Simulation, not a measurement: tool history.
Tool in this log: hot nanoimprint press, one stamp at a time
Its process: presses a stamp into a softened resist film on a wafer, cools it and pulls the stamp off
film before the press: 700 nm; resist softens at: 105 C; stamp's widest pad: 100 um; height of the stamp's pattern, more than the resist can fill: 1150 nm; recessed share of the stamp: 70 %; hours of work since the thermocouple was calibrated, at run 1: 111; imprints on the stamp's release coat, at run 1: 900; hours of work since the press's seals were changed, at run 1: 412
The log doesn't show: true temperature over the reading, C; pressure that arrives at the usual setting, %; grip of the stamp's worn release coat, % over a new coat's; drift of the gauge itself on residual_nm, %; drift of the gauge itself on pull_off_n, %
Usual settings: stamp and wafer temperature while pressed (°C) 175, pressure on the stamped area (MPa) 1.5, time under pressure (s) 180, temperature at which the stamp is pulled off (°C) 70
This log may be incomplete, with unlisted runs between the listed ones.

run	day	stamp and wafer temperature while pressed (°C)	pressure on the stamped area (MPa)	time under pressure (s)	temperature at which the stamp is pulled off (°C)	hours of work since the thermocouple was calibrated	imprints on the stamp's release coat	hours of work since the press's seals were changed	resist left under the stamp's widest pad (nm)	greatest force while the stamp is pulled off (N)
1	0	175	1.5	180	70	111	900	412	248.6	187
2	0.967	175	2	180	70	124	947	426	221.1	196
3	1.946	175	1.5	291	70	138	995	440	198	193
4	2.754	175	1.5	349	70	150	1035	451	181.6	191
5	4.175	175	1.5	349	70	170	1104	472	180.4	189
6	5.5	175	1.5	349	70	189	1169	490	182.1	192
7	7.333	175	1.5	349	70	215	1259	517	181.1	193
8	8.275	175	1.5	180	70	228	1305	530	242.8	195
9	9.321	175	1.5	180	70	243	1356	545	241	190
10	10.912	175	1.5	180	70	266	1434	567	240.8	197
11	12.083	175	1.5	180	70	283	1492	584	240.1	202
12	13.604	180	1.5	180	70	304	1566	606	187.3	201
13	15.108	180	1.5	98	70	326	1640	627	245.2	200
# day 15.921: stamp cleaned and given a new release coat
14	17.188	180	2.08	98	70	352	62	653	213.4	156
# day 18.133: press's hydraulic seals changed and the load cell set to zero
15	19.283	180	2.08	98	70	377	149	16	205.2	156
16	20.688	180	2.08	98	70	397	218	36	201.9	157
17	21.854	185	2.08	294	65	413	275	53	95.3	181
# day 22.138: plate thermocouple calibrated
18	23.85	175	1.5	107	72	24	366	80	281.1	151
19	25.158	174	1	292	68	43	430	98	226.3	169
20	27.05	174	1	292	68	70	523	125	228.4	172
21	28.354	174	1.51	292	68	88	587	144	186.3	167
# day 29.421: plate thermocouple calibrated, once more
22	30.158	175	2.22	180	60	11	669	168	211.2	218
23	31.542	175	2.22	180	60	30	737	187	215.5	229
24	32.7	168	2.37	180	70	47	794	204	296.3	184
25	33.683	182	0.91	135	71	61	842	218	255.8	192
26	35.354	170	0.91	118	58	84	924	241	434.7	249
27	37.108	180	1.24	95	66	109	1010	266	281.7	210
28	38.146	178	1.81	158	66	124	1060	281	210.2	213
29	39.75	174	1.07	182	64	147	1139	304	299.1	230
30	41.625	171	1.49	202	70	174	1231	331	288	196
31	42.588	171	1.49	202	70	187	1278	344	286	200

Alternative continuations, all from the tool just after run 31; predict every row:
A	43.867	186	1.16	202	70	205	1340	363	?	?
B	43.867	171	1.11	118	70	205	1340	363	?	?
C	43.867	171	1.35	189	64	205	1340	363	?	?

run	resist left under the stamp's widest pad (nm)	greatest force while the stamp is pulled off (N)
A	156.8	197
B	391.1	203
C	302.4	234
Without the tool's hidden state the same runs would have given:
run	resist left under the stamp's widest pad (nm)	greatest force while the stamp is pulled off (N)
A	161.8	159
B	403.1	164
C	313	189
